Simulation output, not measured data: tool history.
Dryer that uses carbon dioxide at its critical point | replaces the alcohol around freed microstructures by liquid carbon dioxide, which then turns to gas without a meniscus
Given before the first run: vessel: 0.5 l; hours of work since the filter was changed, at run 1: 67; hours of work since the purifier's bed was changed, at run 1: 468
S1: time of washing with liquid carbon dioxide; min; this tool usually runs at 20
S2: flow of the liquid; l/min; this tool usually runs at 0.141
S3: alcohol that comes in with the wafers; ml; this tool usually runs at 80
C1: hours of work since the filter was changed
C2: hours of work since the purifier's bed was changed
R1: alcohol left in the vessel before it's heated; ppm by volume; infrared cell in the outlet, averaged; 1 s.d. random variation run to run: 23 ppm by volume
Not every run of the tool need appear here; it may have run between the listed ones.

run,day,S1,S2,S3,C1,C2,R1
1,0,20,0.141,80,67,468,1589
2,0.912,20,0.141,80,82,483,1601
3,1.842,20,0.141,80,97,498,1620
4,2.912,15,0.141,80,115,516,5184
5,3.933,15,0.141,80,131,533,5279
6,4.5,20,0.126,80,141,542,2775
7,5.3,26,0.141,80,154,555,441
8,5.904,20,0.141,76,163,565,1585
9,7.017,20,0.141,76,182,583,1648
10,8.229,20,0.141,76,201,603,1645
11,9.217,20,0.141,80,218,619,1760
12,9.771,20,0.141,80,227,628,1720
13,10.729,20,0.141,80,242,644,1741
14,11.75,20,0.141,80,259,660,1729
15,12.504,20,0.141,80,271,673,1748
16,13.638,20,0.141,80,290,691,1786
17,14.688,20,0.141,80,307,708,1812
18,15.333,29,0.183,67,318,719,66
19,16.454,20,0.141,27,336,737,640
20,17.517,24,0.125,80,353,755,1450
21,18.767,24,0.115,80,374,775,2161
22,19.454,22,0.102,80,385,786,4921
23,20.604,14,0.088,80,404,805,23292
24,21.871,14,0.088,80,424,826,23803
25,22.712,28,0.158,24,438,840,94
26,23.579,27,0.118,44,452,854,657
27,24.217,27,0.106,25,463,864,615
# day 24.408: inlet filter changed
28,25.358,13,0.138,80,16,882,8374
29,26.496,20,0.107,23,34,901,1407
30,27.146,30,0.107,55,45,911,624

Consider 4 possible next runs. They are alternatives, not a sequence: every one starts from the tool as it was left by run 30. What does each give?
A,27.967,18,0.107,55,58,925,?
B,27.967,30,0.097,55,58,925,?
C,27.967,30,0.107,31,58,925,?
D,27.967,18,0.141,44,58,925,?

run,R1
A,4717
B,1027
C,364
D,1392
With the hidden condition removed and each run's random variation left untouched, the same runs would have given:
run,R1
A,4580
B,956
C,314
D,1315

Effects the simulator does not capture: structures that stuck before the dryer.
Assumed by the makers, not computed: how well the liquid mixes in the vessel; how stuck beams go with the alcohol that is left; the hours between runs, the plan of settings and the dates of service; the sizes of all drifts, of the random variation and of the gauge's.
